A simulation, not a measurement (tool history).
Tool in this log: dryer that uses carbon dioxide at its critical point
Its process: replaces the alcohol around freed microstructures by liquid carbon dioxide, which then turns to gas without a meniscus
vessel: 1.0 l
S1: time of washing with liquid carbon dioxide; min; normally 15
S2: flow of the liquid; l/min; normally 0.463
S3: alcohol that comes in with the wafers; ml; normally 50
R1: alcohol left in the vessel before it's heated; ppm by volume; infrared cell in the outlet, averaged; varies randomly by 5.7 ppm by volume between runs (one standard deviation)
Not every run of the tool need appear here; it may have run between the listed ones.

| run | day | S1 | S2 | S3 | R1 |
|---|---|---|---|---|---|
| 1 | 0.000 | 15 | 0.463 | 50 | 501 |
| 2 | 0.871 | 15 | 0.463 | 50 | 515 |
| 3 | 2.304 | 15 | 0.463 | 50 | 536 |
|  | 3.650 | inlet filter changed |
| 4 | 4.100 | 15 | 0.463 | 50 | 400 |
| 5 | 5.262 | 15 | 0.463 | 50 | 397 |
| 6 | 6.812 | 15 | 0.463 | 31 | 336 |
| 7 | 7.783 | 15 | 0.463 | 31 | 359 |
| 8 | 9.308 | 15 | 0.463 | 50 | 443 |
| 9 | 10.171 | 12 | 0.577 | 22 | 326 |
| 10 | 11.696 | 12 | 0.577 | 22 | 344 |
| 11 | 12.979 | 12 | 0.463 | 98 | 1529 |
| 12 | 14.467 | 10 | 0.702 | 50 | 435 |
| 13 | 15.583 | 10 | 0.702 | 50 | 443 |
| 14 | 17.188 | 15 | 0.719 | 40 | 255 |
| 15 | 18.688 | 15 | 0.576 | 96 | 388 |

5 ways to go on from here, each from the tool as it stands after run 15. What would each give?
| A | 19.912 | 15 | 0.612 | 96 | ? |
| B | 19.912 | 20 | 0.642 | 24 | ? |
| C | 19.912 | 15 | 0.463 | 51 | ? |
| D | 19.912 | 18 | 0.468 | 48 | ? |
| E | 19.912 | 17 | 0.576 | 105 | ? |

| run | R1 |
|---|---|
| A | 360 |
| B | 274 |
| C | 547 |
| D | 348 |
| E | 348 |
Without the tool's unlogged condition, the same runs would have read:
| run | R1 |
|---|---|
| A | 52 |
| B | 0 |
| C | 182 |
| D | 49 |
| E | 44 |

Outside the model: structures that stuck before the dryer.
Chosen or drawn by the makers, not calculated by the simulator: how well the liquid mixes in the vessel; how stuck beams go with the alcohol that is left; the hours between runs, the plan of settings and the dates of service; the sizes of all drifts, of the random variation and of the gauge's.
